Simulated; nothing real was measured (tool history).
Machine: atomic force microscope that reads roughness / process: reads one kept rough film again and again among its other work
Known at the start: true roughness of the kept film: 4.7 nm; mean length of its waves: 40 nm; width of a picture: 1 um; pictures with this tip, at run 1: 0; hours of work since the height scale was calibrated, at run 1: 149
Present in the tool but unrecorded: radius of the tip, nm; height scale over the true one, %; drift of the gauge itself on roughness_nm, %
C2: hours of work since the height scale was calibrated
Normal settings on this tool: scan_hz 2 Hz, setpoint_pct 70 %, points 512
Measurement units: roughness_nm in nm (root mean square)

{"run": 1, "hour": 0.0, "scan_hz": 2, "setpoint_pct": 70, "points": 512, "pictures with this tip": 0, "C2": 149, "roughness_nm": 4.026}
{"run": 2, "hour": 20.7, "scan_hz": 2, "setpoint_pct": 57, "points": 512, "pictures with this tip": 27, "C2": 158, "roughness_nm": 4.097}
{"run": 3, "hour": 32.1, "scan_hz": 2, "setpoint_pct": 70, "points": 512, "pictures with this tip": 43, "C2": 164, "roughness_nm": 3.769}
{"hour": 48.6, "done": "new tip fitted"}
{"run": 4, "hour": 52.9, "scan_hz": 2, "setpoint_pct": 70, "points": 512, "pictures with this tip": 6, "C2": 173, "roughness_nm": 3.996}
{"run": 5, "hour": 64.8, "scan_hz": 2, "setpoint_pct": 70, "points": 512, "pictures with this tip": 21, "C2": 179, "roughness_nm": 3.888}
{"run": 6, "hour": 80.0, "scan_hz": 2, "setpoint_pct": 70, "points": 512, "pictures with this tip": 42, "C2": 186, "roughness_nm": 3.809}
{"hour": 96.9, "done": "new tip fitted"}
{"run": 7, "hour": 98.0, "scan_hz": 2, "setpoint_pct": 70, "points": 271, "pictures with this tip": 1, "C2": 194, "roughness_nm": 3.984}
{"run": 8, "hour": 119.1, "scan_hz": 2, "setpoint_pct": 70, "points": 271, "pictures with this tip": 29, "C2": 204, "roughness_nm": 3.851}
{"run": 9, "hour": 140.1, "scan_hz": 2, "setpoint_pct": 70, "points": 271, "pictures with this tip": 57, "C2": 214, "roughness_nm": 3.693}
{"hour": 142.2, "done": "height scale calibrated on a step standard"}
{"hour": 147.5, "done": "new tip fitted"}
{"run": 10, "hour": 156.3, "scan_hz": 2, "setpoint_pct": 80, "points": 512, "pictures with this tip": 12, "C2": 6, "roughness_nm": 3.725}
{"run": 11, "hour": 167.8, "scan_hz": 2, "setpoint_pct": 80, "points": 512, "pictures with this tip": 27, "C2": 12, "roughness_nm": 3.672}
{"run": 12, "hour": 187.9, "scan_hz": 2, "setpoint_pct": 88, "points": 343, "pictures with this tip": 54, "C2": 21, "roughness_nm": 3.285}
{"hour": 195.7, "done": "new tip fitted"}
{"run": 13, "hour": 209.9, "scan_hz": 2, "setpoint_pct": 88, "points": 343, "pictures with this tip": 18, "C2": 31, "roughness_nm": 3.428}
{"run": 14, "hour": 228.4, "scan_hz": 2, "setpoint_pct": 88, "points": 343, "pictures with this tip": 43, "C2": 40, "roughness_nm": 3.357}
{"hour": 243.9, "done": "new tip fitted"}
{"run": 15, "hour": 249.4, "scan_hz": 2, "setpoint_pct": 88, "points": 343, "pictures with this tip": 8, "C2": 50, "roughness_nm": 3.5}
{"hour": 263.9, "done": "height scale calibrated on a step standard, once more"}
{"run": 16, "hour": 263.9, "scan_hz": 2, "setpoint_pct": 60, "points": 264, "pictures with this tip": 25, "C2": 0, "roughness_nm": 4.063}
{"run": 17, "hour": 277.1, "scan_hz": 2, "setpoint_pct": 66, "points": 725, "pictures with this tip": 43, "C2": 6, "roughness_nm": 3.896}
{"hour": 293.5, "done": "new tip fitted"}
{"run": 18, "hour": 293.5, "scan_hz": 3.53, "setpoint_pct": 77, "points": 394, "pictures with this tip": 0, "C2": 14, "roughness_nm": 3.529}
{"run": 19, "hour": 310.0, "scan_hz": 2.18, "setpoint_pct": 70, "points": 512, "pictures with this tip": 22, "C2": 21, "roughness_nm": 3.87}
{"run": 20, "hour": 320.6, "scan_hz": 2.18, "setpoint_pct": 61, "points": 915, "pictures with this tip": 36, "C2": 26, "roughness_nm": 3.954}

Describe how what the log doesn't record of the tool's condition differs between the last listed run preceding each entry between runs and the first listed run following it.
In the gap between runs 3 and 4: new tip fitted (hour 48.6)
  radius of the tip, nm: 10.7 -> 5.8; height scale over the true one, %: 0.05 -> 0.06
  measured minus no-state result, roughness_nm: -0.232 -> -0.035 nm (root mean square)
In the gap between runs 6 and 7: new tip fitted (hour 96.9)
  radius of the tip, nm: 10.1 -> 5.8
  measured minus no-state result, roughness_nm: -0.211 -> -0.034 nm (root mean square)
In the gap between runs 9 and 10: height scale calibrated on a step standard (hour 142.2); new tip fitted (hour 147.5)
  radius of the tip, nm: 12.5 -> 6.8; height scale over the true one, %: 0.08 -> 0.13
  measured minus no-state result, roughness_nm: -0.298 -> -0.07 nm (root mean square)
In the gap between runs 12 and 13: new tip fitted (hour 195.7)
  radius of the tip, nm: 11.7 -> 7.4
  measured minus no-state result, roughness_nm: -0.235 -> -0.086 nm (root mean square)
In the gap between runs 14 and 15: new tip fitted (hour 243.9)
  radius of the tip, nm: 10.3 -> 5.9
  measured minus no-state result, roughness_nm: -0.19 -> -0.029 nm (root mean square)
In the gap between runs 15 and 16: height scale calibrated on a step standard, once more (hour 263.9)
  radius of the tip, nm: 5.9 -> 7.9; height scale over the true one, %: 0.15 -> -0.19
  measured minus no-state result, roughness_nm: -0.029 -> -0.137 nm (root mean square)
In the gap between runs 17 and 18: new tip fitted (hour 293.5)
  radius of the tip, nm: 9.8 -> 5.2
  measured minus no-state result, roughness_nm: -0.214 -> -0.015 nm (root mean square)

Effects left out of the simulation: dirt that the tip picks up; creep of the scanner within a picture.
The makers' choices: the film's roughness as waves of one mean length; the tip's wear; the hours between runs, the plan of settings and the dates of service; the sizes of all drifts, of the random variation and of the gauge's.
